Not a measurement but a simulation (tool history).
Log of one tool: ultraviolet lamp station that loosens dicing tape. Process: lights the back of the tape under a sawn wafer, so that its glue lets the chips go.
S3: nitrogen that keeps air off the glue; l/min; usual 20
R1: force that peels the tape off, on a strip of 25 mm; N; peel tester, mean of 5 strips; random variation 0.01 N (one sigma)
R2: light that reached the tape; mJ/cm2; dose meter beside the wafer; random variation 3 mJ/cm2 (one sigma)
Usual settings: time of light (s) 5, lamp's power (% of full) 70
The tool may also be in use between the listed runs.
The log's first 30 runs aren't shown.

{"run": 31, "hour": 436.9, "time of light (s)": 4, "lamp's power (% of full)": 71, "S3": 14, "R1": 0.935, "R2": 366}
{"run": 32, "hour": 447.3, "time of light (s)": 4, "lamp's power (% of full)": 71, "S3": 14, "R1": 0.954, "R2": 362}
{"run": 33, "hour": 463.2, "time of light (s)": 4, "lamp's power (% of full)": 72, "S3": 10, "R1": 1.1, "R2": 368}
{"run": 34, "hour": 480.4, "time of light (s)": 4, "lamp's power (% of full)": 99, "S3": 13, "R1": 0.396, "R2": 511}
{"run": 35, "hour": 491.6, "time of light (s)": 4, "lamp's power (% of full)": 99, "S3": 13, "R1": 0.389, "R2": 514}
{"run": 36, "hour": 503.0, "time of light (s)": 5, "lamp's power (% of full)": 97, "S3": 17, "R1": 0.174, "R2": 623}
{"run": 37, "hour": 517.1, "time of light (s)": 5, "lamp's power (% of full)": 95, "S3": 34, "R1": 0.14, "R2": 610}
{"run": 38, "hour": 531.4, "time of light (s)": 3, "lamp's power (% of full)": 70, "S3": 20, "R1": 1.615, "R2": 270}
{"run": 39, "hour": 549.6, "time of light (s)": 4, "lamp's power (% of full)": 62, "S3": 20, "R1": 1.079, "R2": 321}
{"run": 40, "hour": 569.0, "time of light (s)": 5, "lamp's power (% of full)": 84, "S3": 11, "R1": 0.378, "R2": 541}
{"run": 41, "hour": 580.1, "time of light (s)": 7, "lamp's power (% of full)": 87, "S3": 7, "R1": 0.181, "R2": 781}
{"run": 42, "hour": 600.2, "time of light (s)": 9, "lamp's power (% of full)": 84, "S3": 36, "R1": 0.066, "R2": 973}

3 ways to go on from here, each from the tool as it stands after run 42. What would each give?
{"run": "A", "hour": 611.6, "time of light (s)": 6, "lamp's power (% of full)": 70, "S3": 20, "R1": "?", "R2": "?"}
{"run": "B", "hour": 611.6, "time of light (s)": 9, "lamp's power (% of full)": 72, "S3": 36, "R1": "?", "R2": "?"}
{"run": "C", "hour": 611.6, "time of light (s)": 8, "lamp's power (% of full)": 67, "S3": 16, "R1": "?", "R2": "?"}

run=A R1=0.263 R2=538
run=B R1=0.072 R2=845
run=C R1=0.145 R2=688
Without the tool's hidden state the same runs would have given:
run=A R1=0.262 R2=539
run=B R1=0.071 R2=846
run=C R1=0.144 R2=689
